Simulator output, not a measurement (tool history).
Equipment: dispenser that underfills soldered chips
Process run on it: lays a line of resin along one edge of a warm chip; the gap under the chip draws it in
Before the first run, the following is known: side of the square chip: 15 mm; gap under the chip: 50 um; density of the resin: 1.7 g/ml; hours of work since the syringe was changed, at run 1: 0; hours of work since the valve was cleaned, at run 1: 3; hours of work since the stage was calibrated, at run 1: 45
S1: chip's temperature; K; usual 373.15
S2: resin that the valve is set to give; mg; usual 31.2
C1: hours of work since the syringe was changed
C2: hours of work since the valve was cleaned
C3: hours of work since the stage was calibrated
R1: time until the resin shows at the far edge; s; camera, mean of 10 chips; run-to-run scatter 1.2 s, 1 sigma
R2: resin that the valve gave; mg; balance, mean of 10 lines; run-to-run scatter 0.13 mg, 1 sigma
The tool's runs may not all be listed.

{"run": 1, "day": 0.0, "S1": 373.15, "S2": 31.2, "C1": 0, "C2": 3, "C3": 45, "R1": 117.6, "R2": 31}
{"run": 2, "day": 0.104, "S1": 373.15, "S2": 31.2, "C1": 2, "C2": 4, "C3": 47, "R1": 123.9, "R2": 31.07}
{"run": 3, "day": 0.225, "S1": 373.15, "S2": 31.2, "C1": 4, "C2": 6, "C3": 49, "R1": 136.4, "R2": 30.86}
{"run": 4, "day": 0.333, "S1": 373.15, "S2": 31.2, "C1": 6, "C2": 8, "C3": 50, "R1": 146.5, "R2": 31.04}
{"run": 5, "day": 0.433, "S1": 373.15, "S2": 27.4, "C1": 7, "C2": 10, "C3": 52, "R1": 157.2, "R2": 27.15}
{"run": 6, "day": 0.596, "S1": 373.15, "S2": 27.4, "C1": 10, "C2": 12, "C3": 55, "R1": 177.3, "R2": 27.15}
{"day": 0.621, "done": "new syringe of resin"}
{"run": 7, "day": 0.721, "S1": 373.15, "S2": 27.4, "C1": 2, "C2": 14, "C3": 56, "R1": 129.5, "R2": 27.14}
{"run": 8, "day": 0.842, "S1": 373.15, "S2": 27.4, "C1": 4, "C2": 16, "C3": 58, "R1": 137.1, "R2": 26.82}
{"run": 9, "day": 1.054, "S1": 373.15, "S2": 30, "C1": 7, "C2": 19, "C3": 62, "R1": 154.8, "R2": 29.46}
{"run": 10, "day": 1.188, "S1": 373.15, "S2": 30, "C1": 9, "C2": 22, "C3": 64, "R1": 169, "R2": 29.32}
{"day": 1.258, "done": "new syringe of resin"}
{"run": 11, "day": 1.438, "S1": 373.15, "S2": 35.8, "C1": 3, "C2": 25, "C3": 68, "R1": 127.7, "R2": 34.94}
{"run": 12, "day": 1.554, "S1": 370.15, "S2": 31.2, "C1": 5, "C2": 27, "C3": 70, "R1": 157.6, "R2": 30.68}
{"run": 13, "day": 1.683, "S1": 370.15, "S2": 31.2, "C1": 7, "C2": 29, "C3": 72, "R1": 171.3, "R2": 30.39}
{"day": 1.892, "done": "new syringe of resin"}
{"run": 14, "day": 1.925, "S1": 370.15, "S2": 31.2, "C1": 1, "C2": 33, "C3": 75, "R1": 135.9, "R2": 30.74}
{"run": 15, "day": 2.054, "S1": 370.15, "S2": 31.2, "C1": 3, "C2": 35, "C3": 77, "R1": 144, "R2": 30.47}
{"run": 16, "day": 2.267, "S1": 359.15, "S2": 31.2, "C1": 6, "C2": 38, "C3": 81, "R1": 254.5, "R2": 30.31}
{"run": 17, "day": 2.4, "S1": 359.15, "S2": 31.2, "C1": 8, "C2": 41, "C3": 83, "R1": 279.4, "R2": 30.33}
{"day": 2.525, "done": "new syringe of resin"}
{"run": 18, "day": 2.55, "S1": 359.15, "S2": 31.2, "C1": 0, "C2": 43, "C3": 85, "R1": 207.9, "R2": 30.16}
{"run": 19, "day": 2.679, "S1": 381.15, "S2": 32.6, "C1": 2, "C2": 45, "C3": 87, "R1": 98.9, "R2": 31.53}
{"run": 20, "day": 2.796, "S1": 386.15, "S2": 37.9, "C1": 4, "C2": 47, "C3": 89, "R1": 88.6, "R2": 36.7}
{"run": 21, "day": 2.929, "S1": 382.15, "S2": 26.6, "C1": 6, "C2": 49, "C3": 91, "R1": 115.3, "R2": 25.6}
{"run": 22, "day": 3.038, "S1": 383.15, "S2": 32.4, "C1": 8, "C2": 51, "C3": 93, "R1": 116.2, "R2": 31.26}
{"day": 3.167, "done": "new syringe of resin"}
{"run": 23, "day": 3.25, "S1": 374.15, "S2": 28.6, "C1": 1, "C2": 54, "C3": 96, "R1": 121, "R2": 27.29}
{"run": 24, "day": 3.362, "S1": 369.15, "S2": 36.7, "C1": 3, "C2": 56, "C3": 98, "R1": 153.9, "R2": 34.85}
{"run": 25, "day": 3.458, "S1": 369.15, "S2": 36.7, "C1": 5, "C2": 57, "C3": 99, "R1": 165, "R2": 35.57}
{"run": 26, "day": 3.675, "S1": 361.15, "S2": 34.1, "C1": 8, "C2": 61, "C3": 103, "R1": 257.1, "R2": 32.6}
{"day": 3.812, "done": "new syringe of resin"}
{"run": 27, "day": 3.917, "S1": 371.15, "S2": 40.3, "C1": 2, "C2": 64, "C3": 107, "R1": 135.7, "R2": 38.25}
{"run": 28, "day": 4.079, "S1": 361.15, "S2": 27.5, "C1": 4, "C2": 67, "C3": 109, "R1": 233.9, "R2": 26.23}
{"run": 29, "day": 4.267, "S1": 374.15, "S2": 31, "C1": 7, "C2": 70, "C3": 112, "R1": 154.5, "R2": 29.42}
{"day": 4.454, "done": "new syringe of resin"}
{"run": 30, "day": 4.454, "S1": 363.15, "S2": 36, "C1": 0, "C2": 73, "C3": 115, "R1": 169.5, "R2": 34.29}
{"run": 31, "day": 4.554, "S1": 373.15, "S2": 29.3, "C1": 2, "C2": 74, "C3": 117, "R1": 128.6, "R2": 27.86}
{"run": 32, "day": 4.721, "S1": 373.15, "S2": 28.6, "C1": 4, "C2": 77, "C3": 119, "R1": 141.2, "R2": 27.31}
{"run": 33, "day": 4.821, "S1": 378.15, "S2": 34.6, "C1": 6, "C2": 79, "C3": 121, "R1": 125.5, "R2": 32.54}
{"day": 4.896, "done": "dispensing valve cleaned and set on the balance"}
{"run": 34, "day": 5.033, "S1": 380.15, "S2": 40.3, "C1": 9, "C2": 2, "C3": 124, "R1": 128.5, "R2": 40.07}
{"day": 5.129, "done": "new syringe of resin"}
{"run": 35, "day": 5.188, "S1": 380.15, "S2": 40.3, "C1": 1, "C2": 4, "C3": 126, "R1": 98.4, "R2": 40.15}
{"run": 36, "day": 5.371, "S1": 376.15, "S2": 37.4, "C1": 4, "C2": 7, "C3": 129, "R1": 124.7, "R2": 37.12}

3 ways to go on from here, each from the tool as it stands after run 36. What would each give?
{"run": "A", "day": 5.55, "S1": 358.15, "S2": 34, "C1": 7, "C2": 10, "C3": 132, "R1": "?", "R2": "?"}
{"run": "B", "day": 5.55, "S1": 362.15, "S2": 31.2, "C1": 7, "C2": 10, "C3": 132, "R1": "?", "R2": "?"}
{"run": "C", "day": 5.55, "S1": 385.15, "S2": 38.1, "C1": 7, "C2": 10, "C3": 132, "R1": "?", "R2": "?"}

run=A R1=280.1 R2=33.58
run=B R1=239.7 R2=31.01
run=C R1=101 R2=37.76
Without the tool's unlogged condition, the same runs would have read:
run=A R1=203.4 R2=33.9
run=B R1=174.4 R2=31.3
run=C R1=73.9 R2=38.12
